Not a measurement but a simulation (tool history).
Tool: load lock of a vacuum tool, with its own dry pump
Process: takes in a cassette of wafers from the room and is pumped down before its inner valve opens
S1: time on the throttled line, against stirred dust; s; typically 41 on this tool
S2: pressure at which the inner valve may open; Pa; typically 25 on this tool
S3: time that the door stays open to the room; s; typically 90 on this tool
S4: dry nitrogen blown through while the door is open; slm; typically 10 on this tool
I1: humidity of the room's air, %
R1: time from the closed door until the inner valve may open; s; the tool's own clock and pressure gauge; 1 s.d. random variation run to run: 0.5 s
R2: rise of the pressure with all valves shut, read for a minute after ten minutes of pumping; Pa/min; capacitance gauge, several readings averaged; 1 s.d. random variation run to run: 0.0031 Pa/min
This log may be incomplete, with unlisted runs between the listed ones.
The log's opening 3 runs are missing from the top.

run 4 hour=238.7 | S1=32 S2=25 S3=90 S4=10 | I1=49.0 | R1=61.0 R2=0.223
run 5 hour=293.5 | S1=32 S2=25 S3=90 S4=10 | I1=46.8 | R1=60.0 R2=0.223
run 6 hour=361.9 | S1=41 S2=25 S3=31 S4=10 | I1=42.5 | R1=68.2 R2=0.207
run 7 hour=447.4 | S1=41 S2=25 S3=31 S4=10 | I1=48.1 | R1=67.0 R2=0.209
run 8 hour=492.1 | S1=41 S2=25 S3=31 S4=10 | I1=42.3 | R1=67.4 R2=0.202
run 9 hour=569.0 | S1=41 S2=25 S3=31 S4=10 | I1=43.3 | R1=68.0 R2=0.205
run 10 hour=645.7 | S1=41 S2=25 S3=31 S4=10 | I1=46.7 | R1=68.4 R2=0.211
run 11 hour=736.4 | S1=41 S2=25 S3=54 S4=10 | I1=43.7 | R1=67.9 R2=0.227
run 12 hour=819.8 | S1=41 S2=25 S3=54 S4=10 | I1=47.3 | R1=67.5 R2=0.226
run 13 hour=901.5 | S1=41 S2=25 S3=54 S4=10 | I1=43.1 | R1=68.6 R2=0.232
run 14 hour=981.1 | S1=41 S2=25 S3=90 S4=17 | I1=46.5 | R1=67.8 R2=0.230
run 15 hour=1051.1 | S1=21 S2=25 S3=90 S4=17 | I1=41.2 | R1=51.1 R2=0.228
run 16 hour=1101.2 | S1=41 S2=25 S3=90 S4=10 | I1=46.6 | R1=67.7 R2=0.242
run 17 hour=1160.7 | S1=41 S2=25 S3=90 S4=10 | I1=46.3 | R1=68.6 R2=0.251
run 18 hour=1220.5 | S1=26 S2=25 S3=90 S4=10 | I1=44.3 | R1=55.6 R2=0.248
run 19 hour=1261.2 | S1=46 S2=24 S3=215 S4=10 | I1=47.1 | R1=72.8 R2=0.280
run 20 hour=1313.6 | S1=46 S2=24 S3=215 S4=10 | I1=49.3 | R1=71.9 R2=0.289
run 21 hour=1370.1 | S1=41 S2=39 S3=90 S4=10 | I1=48.0 | R1=65.5 R2=0.266
run 22 hour=1406.6 | S1=41 S2=39 S3=90 S4=10 | I1=43.3 | R1=66.0 R2=0.260

Estimate the outcome of run 23 from the log above:
run 23 hour=1483.4 | S1=35 S2=25 S3=116 S4=10 | I1=43.2 | R1=? R2=?

Run 23 produced R1 63.9 s, R2 0.269 Pa/min.
The same run, on a tool lacking any hidden state, would have yielded R1 62.2 s, R2 0.059 Pa/min.
